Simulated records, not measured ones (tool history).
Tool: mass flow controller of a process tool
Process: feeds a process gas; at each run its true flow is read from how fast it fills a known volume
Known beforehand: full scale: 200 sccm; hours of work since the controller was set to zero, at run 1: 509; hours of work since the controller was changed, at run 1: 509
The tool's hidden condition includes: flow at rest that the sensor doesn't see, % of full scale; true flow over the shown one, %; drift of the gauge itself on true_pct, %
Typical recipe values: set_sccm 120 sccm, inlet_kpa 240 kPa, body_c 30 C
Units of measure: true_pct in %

run      day  set_sccm  inlet_kpa  body_c  hours of work since the controller was set to zero  hours of work since the controller was changed  true_pct
  1    0.000       120        240      30                                                 509                                             509     98.85
  2    9.262       120        240      30                                                 595                                             595     98.87
  3   17.171       120        258      30                                                 668                                             668     98.74
  4   30.146       120        258      30                                                 788                                             788     98.40
  5   41.671       120        258      30                                                 895                                             895     98.50
  6   50.321       120        240      30                                                 975                                             975     98.53
  7   63.075       120        240      30                                                1093                                            1093     98.40
  8   72.821       120        240      30                                                1183                                            1183     98.33
  9   82.246       120        240      35                                                1270                                            1270     98.79
 10   96.029       120        240      21                                                1398                                            1398     97.07
 11  102.433       120        240      21                                                1457                                            1457     97.15
 12  109.379       120        240      21                                                1522                                            1522     97.09
 13  118.279       120        208      30                                                1604                                            1604     98.11
 14  126.838       120        170      30                                                1683                                            1683     98.28
 15  132.683       120        240      32                                                1737                                            1737     97.93
 16  138.908       113        152      23                                                1795                                            1795     97.57
 17  150.375       113        152      23                                                1901                                            1901     97.41

Here are 4 independent what-if runs from the current tool condition. What would each one return?
  A  161.933        50        152      26                                                2008                                            2008         ?
  B  161.933       146        195      20                                                2008                                            2008         ?
  C  161.933        33        144      28                                                2008                                            2008         ?
  D  161.933        31        158      27                                                2008                                            2008         ?

run  true_pct
  A     96.56
  B     97.07
  C     96.07
  D     95.84
What these runs would have given with no unlogged condition in the tool:
run  true_pct
  A     99.03
  B     98.91
  C     99.03
  D     98.89
